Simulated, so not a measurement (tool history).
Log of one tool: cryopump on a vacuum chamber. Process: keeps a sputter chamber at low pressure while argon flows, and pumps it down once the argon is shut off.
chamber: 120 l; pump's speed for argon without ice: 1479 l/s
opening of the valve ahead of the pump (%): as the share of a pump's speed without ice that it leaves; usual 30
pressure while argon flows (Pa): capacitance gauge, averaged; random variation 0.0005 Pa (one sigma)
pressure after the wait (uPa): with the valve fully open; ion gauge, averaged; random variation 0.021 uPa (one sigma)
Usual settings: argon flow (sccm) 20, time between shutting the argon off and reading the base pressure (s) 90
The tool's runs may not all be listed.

run    hour  argon flow (sccm)  time between shutting the argon off and reading the base pressure (s)  opening of the valve ahead of the pump (%)  pressure while argon flows (Pa)  pressure after the wait (uPa)
  1     0.0                 20                                                                     90                                          30                           0.0789                           0.76
  2    45.0                 20                                                                     90                                          30                           0.0783                           0.78
  3    92.3                 20                                                                     90                                          30                           0.0797                           0.77
  4   135.3                 20                                                                     90                                          30                           0.0796                           0.80
  5   167.9                 20                                                                     90                                          30                           0.0794                           0.81
  6   200.5                 20                                                                     90                                          30                           0.0794                           0.79
  7   242.4                 20                                                                     90                                          30                           0.0804                           0.85
  8   269.5                 20                                                                     90                                          30                           0.0784                           0.84
  9   306.7                 20                                                                     90                                          30                           0.0794                           0.87
 10   346.1                 20                                                                     90                                          30                           0.0794                           0.83
 11   382.0                 20                                                                     90                                          30                           0.0795                           0.89
 12   427.9                 20                                                                     68                                          30                           0.0811                           0.99
 13   474.2                 20                                                                     68                                          30                           0.0802                           0.99
      493.2  -- pump warmed up, emptied and cooled again
 14   515.3                 20                                                                     68                                          30                           0.0767                           0.83
 15   563.3                 20                                                                     68                                          30                           0.0760                           0.93
 16   592.5                 20                                                                     28                                          30                           0.0764                           1.38
 17   630.0                 20                                                                     90                                          30                           0.0764                           0.84
 18   664.3                 20                                                                    121                                          18                           0.1281                           0.73
 19   697.7                 10                                                                     90                                          30                           0.0376                           0.85
 20   746.7                 10                                                                     90                                          30                           0.0388                           0.87
 21   792.6                 10                                                                    189                                          52                           0.0223                           0.79
 22   816.7                 27                                                                     29                                          30                           0.1046                           1.39
 23   850.6                 27                                                                     29                                          30                           0.1051                           1.43
 24   875.4                 27                                                                     29                                          30                           0.1043                           1.44
 25   919.8                  8                                                                    147                                          43                           0.0211                           0.82
 26   947.1                  8                                                                    147                                          43                           0.0219                           0.83
 27   975.5                 40                                                                     90                                          22                           0.2119                           0.93
 28   999.9                 13                                                                     80                                          52                           0.0300                           0.98
 29  1021.6                 18                                                                     23                                          30                           0.0706                           1.67
 30  1056.9                 18                                                                     23                                          15                           0.1385                           1.68
 31  1086.1                 18                                                                     23                                          15                           0.1390                           1.69
 32  1114.5                  8                                                                     21                                          35                           0.0274                           1.79
 33  1160.3                 28                                                                    103                                          30                           0.1097                           0.93
 34  1187.8                 12                                                                     24                                          30                           0.0471                           1.66

Some steps in pressure while argon flows (Pa) between neighbouring runs. How much of each would the tool show without its hidden state too (settings, what came in, random variation), and how much is left for the hidden state, with any gauge scatter that isn't in both results?
The hidden state here: pump's speed, % of a pump's without ice; cold plate's temperature, K; leak into the chamber, uPa l/s; drift of the gauge itself on working_pa, %; drift of the gauge itself on base_upa, %.
Run 13 -> 14: pump warmed up, emptied and cooled again. pressure while argon flows (Pa) -0.0035: hidden state -0.0037, all else +0.0002.
Run 26 -> 27: argon flow (sccm) 8 -> 40, time between shutting the argon off and reading the base pressure (s) 147 -> 90, opening of the valve ahead of the pump (%) 43 -> 22. pressure while argon flows (Pa) +0.1900: hidden state +0.0028, all else +0.1872.
Run 27 -> 28: argon flow (sccm) 40 -> 13, time between shutting the argon off and reading the base pressure (s) 90 -> 80, opening of the valve ahead of the pump (%) 22 -> 52. pressure while argon flows (Pa) -0.1819: hidden state -0.0023, all else -0.1796.
Run 31 -> 32: argon flow (sccm) 18 -> 8, time between shutting the argon off and reading the base pressure (s) 23 -> 21, opening of the valve ahead of the pump (%) 15 -> 35. pressure while argon flows (Pa) -0.1116: hidden state -0.0010, all else -0.1106.
Run 32 -> 33: argon flow (sccm) 8 -> 28, time between shutting the argon off and reading the base pressure (s) 21 -> 103, opening of the valve ahead of the pump (%) 35 -> 30. pressure while argon flows (Pa) +0.0823: hidden state +0.0025, all else +0.0798.
